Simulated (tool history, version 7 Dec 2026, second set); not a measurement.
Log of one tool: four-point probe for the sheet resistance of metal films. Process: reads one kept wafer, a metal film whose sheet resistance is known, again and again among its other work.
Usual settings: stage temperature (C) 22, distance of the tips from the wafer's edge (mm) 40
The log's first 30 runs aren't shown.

run,hour,stage temperature (C),distance of the tips from the wafer's edge (mm),sheet resistance as the instrument gives it (ohm/square)
31,2403.8,24,18,0.055771
32,2468.6,24,18,0.055757
33,2564.9,28,23,0.055621
34,2616.6,33,40,0.055407
35,2724.3,33,40,0.055400
# hour 2803.4: new probe head fitted
36,2838.6,22,54,0.056197
37,2965.1,22,49,0.056185
38,3092.1,22,49,0.056182
39,3181.7,26,24,0.056068
40,3254.4,20,8,0.056682
41,3363.2,20,6,0.057016
42,3440.4,31,10,0.056134
43,3497.5,19,12,0.056431
44,3578.2,19,12,0.056420
45,3654.8,35,51,0.055695

Forecast each of these 3 alternatives for the next run:
A,3721.2,22,5,?
B,3721.2,21,29,?
C,3721.2,22,40,?

run,sheet resistance as the instrument gives it (ohm/square)
A,0.057288
B,0.056156
C,0.056117
Without the tool's hidden state the same runs would have given:
run,sheet resistance as the instrument gives it (ohm/square)
A,0.057327
B,0.056194
C,0.056156
